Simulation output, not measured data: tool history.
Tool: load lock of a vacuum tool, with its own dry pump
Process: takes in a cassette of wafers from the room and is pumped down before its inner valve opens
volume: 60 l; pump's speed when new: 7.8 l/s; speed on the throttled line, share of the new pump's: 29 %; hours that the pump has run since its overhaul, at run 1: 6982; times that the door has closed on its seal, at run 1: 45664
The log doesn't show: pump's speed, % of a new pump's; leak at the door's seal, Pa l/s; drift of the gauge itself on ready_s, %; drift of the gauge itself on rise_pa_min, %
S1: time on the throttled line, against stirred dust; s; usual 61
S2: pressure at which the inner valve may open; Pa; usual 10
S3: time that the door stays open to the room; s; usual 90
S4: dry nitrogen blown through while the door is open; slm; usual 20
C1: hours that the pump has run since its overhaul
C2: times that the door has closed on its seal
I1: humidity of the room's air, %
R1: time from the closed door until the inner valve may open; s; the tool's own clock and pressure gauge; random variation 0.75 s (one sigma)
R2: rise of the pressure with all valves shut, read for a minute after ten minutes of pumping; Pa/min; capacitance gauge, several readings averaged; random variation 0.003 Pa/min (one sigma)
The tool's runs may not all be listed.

| run | hour | S1 | S2 | S3 | S4 | C1 | C2 | I1 | R1 | R2 |
|---|---|---|---|---|---|---|---|---|---|---|
| 1 | 0 | 61 | 10 | 90 | 20 | 6982 | 45664 | 48.5 | 115.7 | 0.058 |
| 2 | 271 | 61 | 10 | 90 | 20 | 7253 | 46807 | 50.6 | 114.2 | 0.051 |
| 3 | 770 | 61 | 10 | 90 | 20 | 7752 | 48910 | 43.5 | 114.8 | 0.049 |
| 4 | 1319.4 | 33 | 10 | 90 | 20 | 8301 | 51226 | 41.3 | 95.5 | 0.047 |
| 5 | 1812.6 | 57 | 10 | 90 | 20 | 8794 | 53305 | 41.5 | 113 | 0.045 |
| 6 | 2210.1 | 57 | 10 | 90 | 20 | 9192 | 54981 | 43.4 | 113.1 | 0.049 |
| 7 | 2634.2 | 57 | 14 | 90 | 20 | 9616 | 56769 | 42.9 | 110.1 | 0.044 |
| 8 | 3129.1 | 61 | 20 | 90 | 20 | 10111 | 58855 | 45.9 | 109.3 | 0.05 |
| 9 | 3364.6 | 61 | 10 | 90 | 10 | 10346 | 59847 | 46.3 | 115.5 | 0.064 |
| 10 | 3725.9 | 61 | 10 | 90 | 10 | 10708 | 61370 | 43.6 | 114.1 | 0.06 |
| 11 | 4160.5 | 61 | 10 | 57 | 20 | 11142 | 63202 | 46.3 | 115.4 | 0.039 |
| 12 | 4653.8 | 61 | 10 | 57 | 20 | 11636 | 65282 | 46.4 | 115.3 | 0.037 |
| 13 | 5008.2 | 68 | 10 | 90 | 20 | 11990 | 66776 | 45.1 | 120.7 | 0.046 |
| 14 | 5534.8 | 68 | 10 | 90 | 20 | 12517 | 68996 | 48.4 | 118.3 | 0.058 |
| 15 | 5836 | 45 | 10 | 90 | 20 | 12818 | 70265 | 45.9 | 103.1 | 0.055 |
| 16 | 6122.8 | 39 | 20 | 90 | 7 | 13105 | 71475 | 47 | 94.2 | 0.066 |
| 17 | 6617.6 | 39 | 9 | 90 | 8 | 13599 | 73560 | 45.4 | 100.1 | 0.06 |
| 18 | 6899.4 | 63 | 18 | 32 | 8 | 13881 | 74748 | 42.7 | 112.8 | 0.031 |
|  | 7160.1 | door's seal changed, seat wiped |
| 19 | 7311.7 | 63 | 18 | 32 | 8 | 14292 | 639 | 45.9 | 112.5 | 0.026 |
| 20 | 7750.3 | 61 | 10 | 90 | 16 | 14731 | 2488 | 45.3 | 115.4 | 0.056 |
| 21 | 8037.3 | 61 | 9 | 134 | 16 | 15018 | 3697 | 45.5 | 115.9 | 0.073 |
| 22 | 8446.7 | 35 | 10 | 90 | 20 | 15427 | 5424 | 46.1 | 96.5 | 0.048 |
| 23 | 8970.3 | 97 | 10 | 36 | 20 | 15951 | 7631 | 44.3 | 141.2 | 0.021 |
| 24 | 9365.1 | 97 | 10 | 36 | 20 | 16345 | 9295 | 43.2 | 140.6 | 0.022 |
| 25 | 9779.7 | 97 | 10 | 36 | 20 | 16760 | 11043 | 42.8 | 143 | 0.021 |
| 26 | 10053.6 | 97 | 10 | 36 | 20 | 17034 | 12197 | 46.6 | 140.4 | 0.028 |
| 27 | 10610.3 | 61 | 10 | 90 | 4 | 17591 | 14544 | 47.3 | 114.6 | 0.078 |

Run 28 comes next. What will it give?
|  | 10809.9 | dry pump taken out, an overhauled one fitted |
| 28 | 10962.1 | 61 | 9 | 111 | 22 | 152 | 16001 | 43.3 | ? | ? |

R1: 115.3 s
R2: 0.054 Pa/min
Without the tool's hidden state the same run would have given R1 115.3 s, R2 0.054 Pa/min.

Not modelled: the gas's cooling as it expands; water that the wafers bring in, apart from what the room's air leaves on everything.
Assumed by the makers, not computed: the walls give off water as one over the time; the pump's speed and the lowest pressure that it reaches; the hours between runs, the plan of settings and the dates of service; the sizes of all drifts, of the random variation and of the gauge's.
